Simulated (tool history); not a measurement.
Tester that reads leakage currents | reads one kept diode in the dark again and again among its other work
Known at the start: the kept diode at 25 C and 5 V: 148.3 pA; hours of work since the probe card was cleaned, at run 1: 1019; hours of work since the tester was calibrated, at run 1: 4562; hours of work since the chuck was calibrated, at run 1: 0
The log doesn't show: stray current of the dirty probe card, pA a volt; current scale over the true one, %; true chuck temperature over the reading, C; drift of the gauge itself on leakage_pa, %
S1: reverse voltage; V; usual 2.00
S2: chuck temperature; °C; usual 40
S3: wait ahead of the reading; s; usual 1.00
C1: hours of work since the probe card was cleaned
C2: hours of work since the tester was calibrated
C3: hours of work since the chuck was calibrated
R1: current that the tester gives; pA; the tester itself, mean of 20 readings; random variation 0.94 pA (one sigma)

run,day,S1,S2,S3,C1,C2,C3,R1
1,0.000,2.00,40,1.00,1019,4562,0,318.07
2,7.325,2.00,40,1.00,1128,4670,109,315.46
# day 9.242: probe card cleaned and baked
3,15.458,10.08,40,1.00,92,4789,227,637.24
4,23.379,10.08,40,1.00,210,4906,345,628.01
5,29.550,10.08,40,1.00,301,4998,436,627.17
# day 34.175: tester calibrated
6,37.446,2.00,40,1.00,417,48,552,299.68
7,43.833,2.00,40,1.00,512,143,647,297.41
8,48.617,2.00,40,1.00,583,214,718,295.84
# day 52.433: chuck's temperature calibrated
9,53.792,3.60,40,1.00,658,290,20,403.33
10,61.088,3.60,40,1.00,766,398,128,402.36
11,67.375,2.00,40,1.15,860,491,222,307.96
12,72.929,2.00,40,1.15,942,574,304,305.04
13,80.238,2.00,40,1.15,1051,682,412,303.21
# day 87.671: probe card cleaned and baked
14,87.842,4.94,40,1.00,3,793,523,445.96
15,95.862,4.94,40,1.00,122,912,642,443.69
16,103.779,4.94,40,1.00,239,1029,760,439.26
# day 104.533: chuck's temperature calibrated
17,110.358,4.94,40,1.00,335,1126,86,466.06
18,115.596,4.94,40,1.00,413,1203,164,462.19
19,119.579,4.94,40,1.00,472,1262,223,460.00
20,124.867,16.02,27,0.35,550,1341,302,298.26
21,128.838,16.02,27,0.35,609,1400,360,297.85
22,134.550,16.02,27,0.35,694,1484,445,295.92
23,139.833,2.14,51,0.35,772,1563,524,676.21
24,145.875,1.78,33,1.17,862,1652,613,169.73
25,151.179,1.78,33,1.17,941,1731,692,169.76
# day 156.350: chuck's temperature calibrated
26,156.408,2.00,38,1.00,1017,1807,1,273.66
27,160.846,14.09,52,1.00,1083,1873,67,1711.03
# day 166.000: probe card cleaned and baked
28,166.542,14.09,52,1.00,8,1956,149,1698.80
29,174.479,1.16,22,2.45,126,2074,267,61.08
30,181.796,2.00,53,6.72,234,2182,376,757.43
31,189.088,1.65,45,1.00,342,2290,484,401.92
32,196.788,14.48,32,3.16,457,2404,598,397.22
33,203.633,7.72,50,3.51,558,2506,699,1098.86
# day 208.542: chuck's temperature calibrated
34,210.729,2.00,40,0.72,662,2610,32,318.86
35,219.388,2.00,40,0.72,791,2738,161,315.87
36,227.762,6.68,29,1.88,915,2863,285,233.39
37,236.488,9.36,59,3.90,1044,2992,414,2230.30
38,241.104,2.76,28,0.89,1113,3061,483,145.16

5 ways to go on from here, each from the tool as it stands after run 38. What would each give?
# day 244.271: probe card cleaned and baked
A,249.283,2.00,28,1.00,74,3180,602,?
# day 244.271: probe card cleaned and baked
B,249.283,3.18,40,1.00,74,3180,602,?
# day 244.271: probe card cleaned and baked
C,249.283,2.76,28,3.42,74,3180,602,?
# day 244.271: probe card cleaned and baked
D,249.283,6.62,24,0.92,74,3180,602,?
# day 244.271: probe card cleaned and baked
E,249.283,2.00,21,4.69,74,3180,602,?

run,R1
A,123.86
B,375.74
C,142.57
D,152.46
E,70.30
Without the tool's hidden state the same runs would have given:
run,R1
A,126.75
B,383.71
C,145.90
D,156.00
E,72.03

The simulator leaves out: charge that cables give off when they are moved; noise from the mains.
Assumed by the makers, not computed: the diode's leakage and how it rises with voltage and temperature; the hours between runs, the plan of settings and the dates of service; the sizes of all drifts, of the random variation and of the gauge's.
